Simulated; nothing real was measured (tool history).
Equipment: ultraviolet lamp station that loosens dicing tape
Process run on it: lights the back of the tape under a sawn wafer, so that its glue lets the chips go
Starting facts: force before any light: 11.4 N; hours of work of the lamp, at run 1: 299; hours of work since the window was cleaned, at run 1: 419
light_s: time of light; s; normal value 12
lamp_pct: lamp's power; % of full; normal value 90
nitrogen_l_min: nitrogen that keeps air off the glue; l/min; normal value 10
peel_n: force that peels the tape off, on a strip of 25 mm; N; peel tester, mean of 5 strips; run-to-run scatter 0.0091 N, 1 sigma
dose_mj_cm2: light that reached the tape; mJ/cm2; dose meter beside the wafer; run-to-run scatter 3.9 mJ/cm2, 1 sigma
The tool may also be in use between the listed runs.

run	hour	light_s	lamp_pct	nitrogen_l_min	hours of work of the lamp	hours of work since the window was cleaned	peel_n	dose_mj_cm2
1	0	12	90	10	299	419	0.385	662
2	9.8	12	90	10	306	425	0.385	665
3	24.8	12	90	18	315	435	0.297	661
4	39	12	90	10	325	444	0.389	674
5	60.7	12	90	10	339	459	0.368	668
6	83.6	12	90	10	354	473	0.388	670
7	106.7	12	90	10	369	489	0.377	672
8	128.3	12	90	10	383	503	0.378	674
9	146.9	12	90	10	395	515	0.39	679
10	156.6	12	90	10	402	521	0.389	677
11	177.9	12	90	10	416	535	0.382	673
12	197.1	17	90	10	428	548	0.25	959
13	217.3	11	90	10	441	561	0.41	622
14	241.3	11	90	10	457	577	0.433	625
15	263.6	11	90	10	472	591	0.438	621
16	281.8	11	90	10	484	603	0.43	619
17	294	12	90	4	492	611	0.722	682
18	313.5	12	69	10	504	624	0.63	527
19	333.7	12	90	10	518	637	0.358	681
20	350.1	12	90	10	528	648	0.383	686
21	368.4	12	90	10	540	660	0.368	686
# hour 370.6: window cleaned of glue's vapour
22	382.1	12	90	10	549	8	0.359	690
23	401.4	7	64	5	561	20	3.035	287
# hour 410.4: gauge calibrated
24	422.1	14	80	4	575	34	0.699	688
25	445.8	14	80	4	591	49	0.682	690
26	468.3	14	80	4	605	64	0.689	692
27	484.6	14	80	4	616	75	0.694	695
28	494.4	14	80	4	622	81	0.689	698
29	513.4	14	80	4	635	93	0.709	704
30	525.5	7	100	12	643	101	0.788	438
31	539.1	18	90	5	652	110	0.294	1011
32	562.2	18	90	19	667	125	0.217	1008
33	576.3	12	90	13	676	135	0.325	673
34	600.2	18	73	4	691	150	0.507	826
35	622.4	18	73	4	706	165	0.491	817
36	639.7	9	60	5	717	176	2.34	338
37	660.1	9	60	5	731	189	2.381	341
38	673.2	18	90	10	739	198	0.236	1013
39	688.4	18	68	16	749	208	0.262	769
# hour 701.9: gauge calibrated
40	705.2	15	63	3	760	219	1.241	583
41	728.7	18	93	4	776	234	0.316	1029

How would selected steps in dose_mj_cm2 from run to run divide? Give the signed amount a tool lacking its hidden state would still show from settings, what came in and random variation, and the signed amount left for the hidden state, including any gauge scatter that is not in both of the compared results.
Unlogged tool condition in this case: lamp's light, % of a new lamp's; light that the window lets through, % of a clean one's; drift of the gauge itself on peel_n, %; drift of the gauge itself on dose_mj_cm2, %.
Run 22 -> 23: light_s 12 -> 7, lamp_pct 90 -> 64, nitrogen_l_min 10 -> 5. dose_mj_cm2 -403 mJ/cm2: hidden state -11, all else -392.
Run 30 -> 31: light_s 7 -> 18, lamp_pct 100 -> 90, nitrogen_l_min 12 -> 5. dose_mj_cm2 +573 mJ/cm2: hidden state +5, all else +568.
Run 35 -> 36: light_s 18 -> 9, lamp_pct 73 -> 60, nitrogen_l_min 4 -> 5. dose_mj_cm2 -479 mJ/cm2: hidden state -5, all else -474.
Run 37 -> 38: light_s 9 -> 18, lamp_pct 60 -> 90, nitrogen_l_min 5 -> 10. dose_mj_cm2 +672 mJ/cm2: hidden state +10, all else +662.
Run 39 -> 40: light_s 18 -> 15, lamp_pct 68 -> 63, nitrogen_l_min 16 -> 3, gauge calibrated. dose_mj_cm2 -186 mJ/cm2: hidden state -15, all else -171.
